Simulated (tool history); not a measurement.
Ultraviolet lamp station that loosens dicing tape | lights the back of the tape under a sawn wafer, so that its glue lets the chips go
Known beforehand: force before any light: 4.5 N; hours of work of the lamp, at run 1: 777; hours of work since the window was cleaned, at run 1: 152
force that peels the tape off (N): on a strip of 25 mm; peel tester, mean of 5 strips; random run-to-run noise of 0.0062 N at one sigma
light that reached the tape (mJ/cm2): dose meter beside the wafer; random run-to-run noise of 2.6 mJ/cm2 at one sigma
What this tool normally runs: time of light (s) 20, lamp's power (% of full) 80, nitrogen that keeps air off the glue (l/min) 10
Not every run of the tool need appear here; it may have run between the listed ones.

| run | hour | time of light (s) | lamp's power (% of full) | nitrogen that keeps air off the glue (l/min) | hours of work of the lamp | hours of work since the window was cleaned | force that peels the tape off (N) | light that reached the tape (mJ/cm2) |
|---|---|---|---|---|---|---|---|---|
| 1 | 0 | 20 | 80 | 10 | 777 | 152 | 0.311 | 265 |
| 2 | 12.8 | 20 | 80 | 10 | 786 | 162 | 0.306 | 260 |
| 3 | 31.1 | 20 | 80 | 10 | 800 | 175 | 0.338 | 261 |
| 4 | 46.7 | 20 | 80 | 10 | 812 | 187 | 0.317 | 260 |
| 5 | 72.4 | 20 | 80 | 10 | 831 | 206 | 0.342 | 260 |
| 6 | 96.2 | 20 | 80 | 10 | 848 | 224 | 0.357 | 256 |
| 7 | 120.5 | 20 | 97 | 10 | 866 | 242 | 0.235 | 306 |
|  | 122.5 | window cleaned of glue's vapour |
| 8 | 140.9 | 20 | 97 | 10 | 881 | 14 | 0.26 | 292 |
| 9 | 166.8 | 20 | 97 | 10 | 901 | 33 | 0.256 | 289 |
| 10 | 192.3 | 20 | 97 | 10 | 919 | 52 | 0.274 | 288 |
|  | 199.1 | window cleaned of glue's vapour, once more |
| 11 | 217.4 | 13 | 99 | 10 | 938 | 14 | 0.514 | 210 |
| 12 | 235 | 20 | 73 | 10 | 951 | 27 | 0.401 | 239 |
| 13 | 264.9 | 20 | 73 | 10 | 973 | 49 | 0.41 | 235 |
| 14 | 292.2 | 20 | 73 | 10 | 993 | 69 | 0.433 | 233 |

Pick out some run-to-run changes in force that peels the tape off (N). Of each, how much would a tool without hidden state show as well, from the settings, what came in and chance, and how much is left for the hidden state and any gauge scatter not in both results compared?
Hidden state at play: lamp's light, % of a new lamp's; light that the window lets through, % of a clean one's; drift of the gauge itself on peel_n, %; drift of the gauge itself on dose_mj_cm2, %.
Run 10 -> 11: time of light (s) 20 -> 13, lamp's power (% of full) 97 -> 99, window cleaned of glue's vapour, once more. force that peels the tape off (N) +0.24: hidden state +0.06, all else +0.18.

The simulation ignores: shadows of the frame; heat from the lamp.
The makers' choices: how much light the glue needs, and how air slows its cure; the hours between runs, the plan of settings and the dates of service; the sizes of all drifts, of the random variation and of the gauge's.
